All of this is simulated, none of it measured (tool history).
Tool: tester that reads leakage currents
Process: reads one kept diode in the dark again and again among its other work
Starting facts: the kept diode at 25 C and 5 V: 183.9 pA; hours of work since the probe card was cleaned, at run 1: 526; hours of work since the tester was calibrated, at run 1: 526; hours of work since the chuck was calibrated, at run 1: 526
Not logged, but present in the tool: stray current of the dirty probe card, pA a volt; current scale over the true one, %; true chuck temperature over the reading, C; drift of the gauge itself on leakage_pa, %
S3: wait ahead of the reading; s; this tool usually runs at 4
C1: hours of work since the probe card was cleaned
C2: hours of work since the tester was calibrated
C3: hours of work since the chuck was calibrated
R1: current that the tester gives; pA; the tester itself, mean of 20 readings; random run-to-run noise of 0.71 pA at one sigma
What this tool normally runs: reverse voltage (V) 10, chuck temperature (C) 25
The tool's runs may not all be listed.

run 1 day=0 | reverse_voltage_(V)=10 chuck_temperature_(C)=25 S3=4 | C1=526 C2=526 C3=526 | R1=229.65
run 2 day=2.175 | reverse_voltage_(V)=10 chuck_temperature_(C)=25 S3=4 | C1=561 C2=561 C3=561 | R1=231.29
run 3 day=5.333 | reverse_voltage_(V)=10 chuck_temperature_(C)=25 S3=4 | C1=612 C2=612 C3=612 | R1=230.74
run 4 day=9.075 | reverse_voltage_(V)=10 chuck_temperature_(C)=25 S3=4 | C1=673 C2=673 C3=673 | R1=229.04
run 5 day=10.771 | reverse_voltage_(V)=10 chuck_temperature_(C)=35 S3=4 | C1=700 C2=700 C3=700 | R1=573.95
run 6 day=13.754 | reverse_voltage_(V)=10 chuck_temperature_(C)=25 S3=8.57 | C1=749 C2=749 C3=749 | R1=229.12
run 7 day=17.221 | reverse_voltage_(V)=7.2 chuck_temperature_(C)=25 S3=4 | C1=805 C2=805 C3=805 | R1=201.07
run 8 day=21.246 | reverse_voltage_(V)=10 chuck_temperature_(C)=25 S3=0.36 | C1=870 C2=870 C3=870 | R1=234.84
run 9 day=25.133 | reverse_voltage_(V)=10 chuck_temperature_(C)=25 S3=0.36 | C1=933 C2=933 C3=933 | R1=231.53
run 10 day=29.112 | reverse_voltage_(V)=10 chuck_temperature_(C)=25 S3=0.36 | C1=997 C2=997 C3=997 | R1=232.82
-- day=29.562 chuck's temperature calibrated
run 11 day=32.025 | reverse_voltage_(V)=10 chuck_temperature_(C)=25 S3=4 | C1=1043 C2=1043 C3=40 | R1=248.08
run 12 day=35.504 | reverse_voltage_(V)=10 chuck_temperature_(C)=25 S3=4 | C1=1099 C2=1099 C3=96 | R1=248.37
run 13 day=38.817 | reverse_voltage_(V)=10 chuck_temperature_(C)=25 S3=4 | C1=1153 C2=1153 C3=150 | R1=246.5
run 14 day=41.679 | reverse_voltage_(V)=10 chuck_temperature_(C)=25 S3=4 | C1=1199 C2=1199 C3=196 | R1=246.39
run 15 day=45.517 | reverse_voltage_(V)=10 chuck_temperature_(C)=25 S3=4 | C1=1261 C2=1261 C3=258 | R1=246.27
run 16 day=49.521 | reverse_voltage_(V)=10 chuck_temperature_(C)=25 S3=4 | C1=1326 C2=1326 C3=323 | R1=245.78
run 17 day=52.404 | reverse_voltage_(V)=10 chuck_temperature_(C)=25 S3=4 | C1=1372 C2=1372 C3=369 | R1=244.48
run 18 day=55.388 | reverse_voltage_(V)=10 chuck_temperature_(C)=25 S3=4 | C1=1421 C2=1421 C3=418 | R1=244.44
run 19 day=57.796 | reverse_voltage_(V)=10 chuck_temperature_(C)=25 S3=4 | C1=1460 C2=1460 C3=457 | R1=242.66
run 20 day=60.621 | reverse_voltage_(V)=10 chuck_temperature_(C)=25 S3=4 | C1=1505 C2=1505 C3=502 | R1=243.72
run 21 day=64.554 | reverse_voltage_(V)=10 chuck_temperature_(C)=25 S3=4 | C1=1569 C2=1569 C3=566 | R1=242.46
run 22 day=66.488 | reverse_voltage_(V)=10 chuck_temperature_(C)=38 S3=4 | C1=1600 C2=1600 C3=597 | R1=777.59
run 23 day=68.167 | reverse_voltage_(V)=10 chuck_temperature_(C)=38 S3=4 | C1=1627 C2=1627 C3=624 | R1=775.79
run 24 day=70.45 | reverse_voltage_(V)=3.7 chuck_temperature_(C)=24 S3=3.95 | C1=1664 C2=1664 C3=661 | R1=147.63
-- day=70.892 probe card cleaned and baked
run 25 day=72.458 | reverse_voltage_(V)=2.8 chuck_temperature_(C)=52 S3=3.95 | C1=25 C2=1695 C3=692 | R1=1580.06
run 26 day=75.746 | reverse_voltage_(V)=2.8 chuck_temperature_(C)=52 S3=3.95 | C1=79 C2=1748 C3=745 | R1=1572.82
run 27 day=78.567 | reverse_voltage_(V)=11.1 chuck_temperature_(C)=25 S3=3.95 | C1=124 C2=1794 C3=791 | R1=265.67
run 28 day=81.421 | reverse_voltage_(V)=10 chuck_temperature_(C)=23 S3=0.96 | C1=170 C2=1840 C3=837 | R1=216.31
run 29 day=83.529 | reverse_voltage_(V)=10 chuck_temperature_(C)=23 S3=0.96 | C1=204 C2=1874 C3=871 | R1=214.77
run 30 day=87.325 | reverse_voltage_(V)=10 chuck_temperature_(C)=20 S3=2.44 | C1=266 C2=1935 C3=932 | R1=166.66
-- day=87.792 probe card cleaned and baked, once more
run 31 day=89.329 | reverse_voltage_(V)=10 chuck_temperature_(C)=25 S3=3.65 | C1=25 C2=1966 C3=963 | R1=217.77
-- day=91.592 chuck's temperature calibrated
run 32 day=92.304 | reverse_voltage_(V)=10 chuck_temperature_(C)=25 S3=3.65 | C1=72 C2=2012 C3=12 | R1=235.81
run 33 day=95.262 | reverse_voltage_(V)=4.2 chuck_temperature_(C)=25 S3=0.32 | C1=119 C2=2060 C3=59 | R1=172.53
run 34 day=97.417 | reverse_voltage_(V)=4.2 chuck_temperature_(C)=58 S3=4.22 | C1=154 C2=2095 C3=94 | R1=3062.29
run 35 day=99.688 | reverse_voltage_(V)=9.3 chuck_temperature_(C)=27 S3=4 | C1=191 C2=2132 C3=131 | R1=276.09
run 36 day=102.529 | reverse_voltage_(V)=9.3 chuck_temperature_(C)=27 S3=4 | C1=237 C2=2178 C3=177 | R1=275.53
run 37 day=105.925 | reverse_voltage_(V)=9.3 chuck_temperature_(C)=27 S3=4 | C1=292 C2=2233 C3=232 | R1=274.99
run 38 day=109.033 | reverse_voltage_(V)=9.3 chuck_temperature_(C)=27 S3=4 | C1=342 C2=2283 C3=282 | R1=273.11
run 39 day=112.321 | reverse_voltage_(V)=4.9 chuck_temperature_(C)=53 S3=4 | C1=395 C2=2336 C3=335 | R1=2132.62
run 40 day=115.325 | reverse_voltage_(V)=15.8 chuck_temperature_(C)=25 S3=5.85 | C1=444 C2=2385 C3=384 | R1=276.26

How the hidden state differs across the entries between the runs, from the last listed run before each to the first after it:
Between runs 10 and 11: chuck's temperature calibrated (day 29.562)
  stray current of the dirty probe card, pA a volt: 1.136 -> 1.185; current scale over the true one, %: 0.18 -> 0.19; true chuck temperature over the reading, C: -1 -> -0.07
  what was measured, less what the result would be without the hidden state, R1: -10.57 -> +10.4 pA
Between runs 24 and 25: probe card cleaned and baked (day 70.892)
  stray current of the dirty probe card, pA a volt: 1.831 -> 3.129; current scale over the true one, %: 0.31 -> 0.32; true chuck temperature over the reading, C: -0.64 -> -0.67
  what was measured, less what the result would be without the hidden state, R1: -1.97 -> -74.84 pA
Between runs 30 and 31: probe card cleaned and baked, once more (day 87.792)
  stray current of the dirty probe card, pA a volt: 3.383 -> 0.048; current scale over the true one, %: 0.36 -> 0.37; true chuck temperature over the reading, C: -0.89 -> -0.92
  what was measured, less what the result would be without the hidden state, R1: +21.74 -> -19.18 pA
Between runs 31 and 32: chuck's temperature calibrated (day 91.592)
  stray current of the dirty probe card, pA a volt: 0.048 -> 0.1; current scale over the true one, %: 0.37 -> 0.38; true chuck temperature over the reading, C: -0.92 -> -0.17
  what was measured, less what the result would be without the hidden state, R1: -19.18 -> -2.09 pA
